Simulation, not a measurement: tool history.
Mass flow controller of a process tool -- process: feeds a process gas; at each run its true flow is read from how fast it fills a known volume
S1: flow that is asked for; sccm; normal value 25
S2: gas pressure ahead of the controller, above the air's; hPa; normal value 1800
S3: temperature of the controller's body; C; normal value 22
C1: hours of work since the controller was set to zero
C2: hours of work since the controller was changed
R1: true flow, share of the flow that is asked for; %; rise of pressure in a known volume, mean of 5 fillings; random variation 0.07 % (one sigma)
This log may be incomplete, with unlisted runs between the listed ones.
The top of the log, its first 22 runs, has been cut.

Run 23, hour 4005.4: usual settings; C1 5181; C2 5181. Result: R1 101.16 %.
Run 24, hour 4239.7: usual settings; C1 5359; C2 5359. Result: R1 101.44 %.
Run 25, hour 4430.9: usual settings but S1 7 sccm, S2 1780 hPa, S3 23 C; C1 5504; C2 5504. Result: R1 103.72 %.
Run 26, hour 4622: usual settings but S1 7 sccm, S2 1780 hPa, S3 23 C; C1 5649; C2 5649. Result: R1 103.83 %.
Run 27, hour 4841.9: usual settings but S2 1960 hPa; C1 5816; C2 5816. Result: R1 101.6 %.
Run 28, hour 4958.6: usual settings but S2 1960 hPa; C1 5904; C2 5904. Result: R1 101.74 %.
Run 29, hour 5132.5: usual settings but S2 1960 hPa; C1 6036; C2 6036. Result: R1 101.82 %.
Run 30, hour 5292.2: usual settings but S1 16 sccm, S2 1950 hPa, S3 20 C; C1 6157; C2 6157. Result: R1 102.02 %.
Run 31, hour 5407.8: usual settings but S1 45 sccm, S2 1500 hPa, S3 30 C; C1 6244; C2 6244. Result: R1 102.77 %.
Run 32, hour 5597.8: usual settings but S1 45 sccm, S2 1500 hPa, S3 30 C; C1 6388; C2 6388. Result: R1 102.84 %.
Run 33, hour 5719.1: usual settings but S1 34 sccm, S2 2190 hPa, S3 32 C; C1 6480; C2 6480. Result: R1 103.2 %.
Run 34, hour 5844.6: usual settings but S1 34 sccm, S2 2190 hPa, S3 32 C; C1 6576; C2 6576. Result: R1 103.24 %.
Run 35, hour 5953.9: usual settings but S1 20 sccm, S2 2190 hPa, S3 32 C; C1 6658; C2 6658. Result: R1 103.39 %.
Run 36, hour 6089.4: usual settings but S1 20 sccm, S2 2190 hPa, S3 32 C; C1 6761; C2 6761. Result: R1 103.41 %.
Run 37, hour 6340.7: usual settings but S1 44 sccm, S2 1690 hPa, S3 26 C; C1 6952; C2 6952. Result: R1 102.89 %.
Run 38, hour 6546.3: usual settings but S1 14 sccm, S2 2090 hPa; C1 7107; C2 7107. Result: R1 102.98 %.
Run 39, hour 6665.5: usual settings but S1 17 sccm, S2 2090 hPa, S3 21 C; C1 7198; C2 7198. Result: R1 102.77 %.
Run 40, hour 6883: usual settings but S1 17 sccm, S2 2090 hPa, S3 21 C; C1 7363; C2 7363. Result: R1 102.91 %.
Run 41, hour 7025: usual settings but S1 17 sccm, S2 2280 hPa, S3 21 C; C1 7470; C2 7470. Result: R1 103.05 %.
At hour 7151.5: controller exchanged for a calibrated one.
Run 42, hour 7262.4: usual settings but S1 6 sccm, S3 35 C; C1 84; C2 84. Result: R1 98.35 %.
Run 43, hour 7385.6: usual settings but S1 5 sccm, S2 2390 hPa, S3 25 C; C1 177; C2 177. Result: R1 98.09 %.
Run 44, hour 7587.7: usual settings but S1 6 sccm, S2 2380 hPa, S3 27 C; C1 331; C2 331. Result: R1 98.38 %.
Run 45, hour 7807.4: usual settings but S1 40 sccm, S2 2080 hPa, S3 21 C; C1 497; C2 497. Result: R1 99.25 %.

Consider 4 possible next runs. They are alternatives, not a sequence: every one starts from the tool as it was left by run 45. What does each give?
Run A, hour 7922.8: usual settings but S1 8 sccm, S2 2770 hPa, S3 33 C; C1 585; C2 585. Result: R1 ?.
Run B, hour 7922.8: usual settings but S1 8 sccm, S2 2690 hPa; C1 585; C2 585. Result: R1 ?.
Run C, hour 7922.8: usual settings but S1 38 sccm, S2 1930 hPa, S3 21 C; C1 585; C2 585. Result: R1 ?.
Run D, hour 7922.8: usual settings but S1 6 sccm, S2 2290 hPa, S3 21 C; C1 585; C2 585. Result: R1 ?.

run     R1
  A  99.52
  B  98.31
  C  99.04
  D  98.18
Without the tool's hidden state the same runs would have given:
run     R1
  A  98.88
  B  97.68
  C  98.83
  D  97.36
